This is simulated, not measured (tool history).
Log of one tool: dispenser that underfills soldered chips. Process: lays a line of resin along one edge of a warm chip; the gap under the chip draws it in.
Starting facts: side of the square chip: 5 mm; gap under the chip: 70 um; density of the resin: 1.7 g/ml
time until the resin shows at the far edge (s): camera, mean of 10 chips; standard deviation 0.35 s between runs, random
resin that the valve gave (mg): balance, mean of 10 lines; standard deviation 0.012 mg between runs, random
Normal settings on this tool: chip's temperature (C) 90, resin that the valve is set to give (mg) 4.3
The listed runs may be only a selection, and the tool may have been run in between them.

run    day  chip's temperature (C)  resin that the valve is set to give (mg)  time until the resin shows at the far edge (s)  resin that the valve gave (mg)
  1      0                      90                                       4.3                                            47.8                            4.19
     0.108  -- new syringe of resin
  2   0.65                      81                                       4.3                                              68                            4.17
     0.833  -- new syringe of resin
  3  0.962                      81                                       4.3                                            36.6                            4.12
  4  1.517                      81                                       4.3                                            79.2                             4.1
     1.562  -- new syringe of resin
  5      2                      90                                      5.06                                            36.9                            4.77
     2.321  -- new syringe of resin
     2.446  -- dispensing valve cleaned and set on the balance
  6   2.65                      90                                      5.06                                            29.6                            5.07
       3.1  -- new syringe of resin
  7  3.175                      90                                      5.06                                            21.8                            5.03
     3.825  -- new syringe of resin
  8  3.825                      90                                      4.75                                            19.6                            4.65
  9  4.396                     103                                      4.75                                            24.3                            4.61
     4.558  -- new syringe of resin
 10  4.958                      95                                      4.09                                            28.9                            3.94
     5.292  -- new syringe of resin
 11  5.346                     105                                      5.12                                            10.9                             4.9

Below are 4 alternative next runs, each starting from the tool's condition after run 11. Predict each:
  A  5.65                      87                                       4.3                                               ?                               ?
  B  5.65                      90                                      4.24                                               ?                               ?
  C  5.65                     105                                      5.07                                               ?                               ?
  D  5.65                     105                                      4.57                                               ?                               ?

run  time until the resin shows at the far edge (s)  resin that the valve gave (mg)
  A                                            39.1                            4.11
  B                                            33.1                            4.06
  C                                            16.5                            4.82
  D                                              17                            4.34
The same runs, with their run-to-run variation unchanged, on a tool lacking any hidden condition would have given:
run  time until the resin shows at the far edge (s)  resin that the valve gave (mg)
  A                                            20.3                            4.31
  B                                            17.4                            4.25
  C                                             8.8                            5.06
  D                                             9.2                            4.55
